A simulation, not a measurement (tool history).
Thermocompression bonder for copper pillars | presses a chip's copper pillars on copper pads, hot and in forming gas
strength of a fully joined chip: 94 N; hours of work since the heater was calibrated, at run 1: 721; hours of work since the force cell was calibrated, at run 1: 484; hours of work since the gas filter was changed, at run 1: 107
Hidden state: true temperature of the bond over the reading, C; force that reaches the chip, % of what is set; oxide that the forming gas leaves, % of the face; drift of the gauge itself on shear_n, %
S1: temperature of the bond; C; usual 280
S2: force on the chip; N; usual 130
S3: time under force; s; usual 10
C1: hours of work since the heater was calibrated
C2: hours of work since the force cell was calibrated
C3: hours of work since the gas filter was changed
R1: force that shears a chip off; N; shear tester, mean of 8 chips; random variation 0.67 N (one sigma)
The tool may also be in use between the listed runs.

| run | day | S1 | S2 | S3 | C1 | C2 | C3 | R1 |
|---|---|---|---|---|---|---|---|---|
| 1 | 0 | 280 | 130 | 10 | 721 | 484 | 107 | 60.4 |
|  | 0.571 | forming gas filter changed |
| 2 | 2.262 | 280 | 130 | 10 | 749 | 511 | 21 | 67.7 |
| 3 | 4.554 | 280 | 130 | 10 | 776 | 539 | 48 | 63.4 |
| 4 | 5.629 | 280 | 130 | 10 | 789 | 552 | 61 | 63.6 |
| 5 | 8.033 | 280 | 130 | 10 | 819 | 582 | 91 | 61.7 |
|  | 9.946 | forming gas filter changed |
| 6 | 10.025 | 280 | 130 | 10 | 843 | 605 | 1 | 68.3 |
| 7 | 11.438 | 280 | 130 | 10 | 860 | 623 | 18 | 66.6 |
|  | 12.833 | heater calibrated with a thermocouple chip |
| 8 | 12.933 | 280 | 150 | 10 | 1 | 640 | 35 | 64.9 |
| 9 | 14.088 | 280 | 132 | 10 | 15 | 654 | 49 | 62.4 |
| 10 | 15.971 | 280 | 81 | 14 | 38 | 677 | 72 | 55.9 |
| 11 | 17.267 | 280 | 115 | 13 | 54 | 692 | 88 | 61.1 |
| 12 | 18.958 | 258 | 130 | 16 | 74 | 713 | 109 | 53.2 |

4 ways to go on from here, each from the tool as it stands after run 12. What would each give?
|  | 19.317 | forming gas filter changed |
| A | 20.05 | 281 | 188 | 14 | 87 | 726 | 9 | ? |
|  | 19.317 | forming gas filter changed |
| B | 20.05 | 258 | 135 | 9 | 87 | 726 | 9 | ? |
|  | 19.317 | forming gas filter changed |
| C | 20.05 | 274 | 130 | 16 | 87 | 726 | 9 | ? |
|  | 19.317 | forming gas filter changed |
| D | 20.05 | 307 | 142 | 20 | 87 | 726 | 9 | ? |

| run | R1 |
|---|---|
| A | 78.1 |
| B | 51.2 |
| C | 68.4 |
| D | 87.3 |
Without the tool's hidden state the same runs would have given:
| run | R1 |
|---|---|
| A | 79.4 |
| B | 52.4 |
| C | 69.7 |
| D | 88.4 |
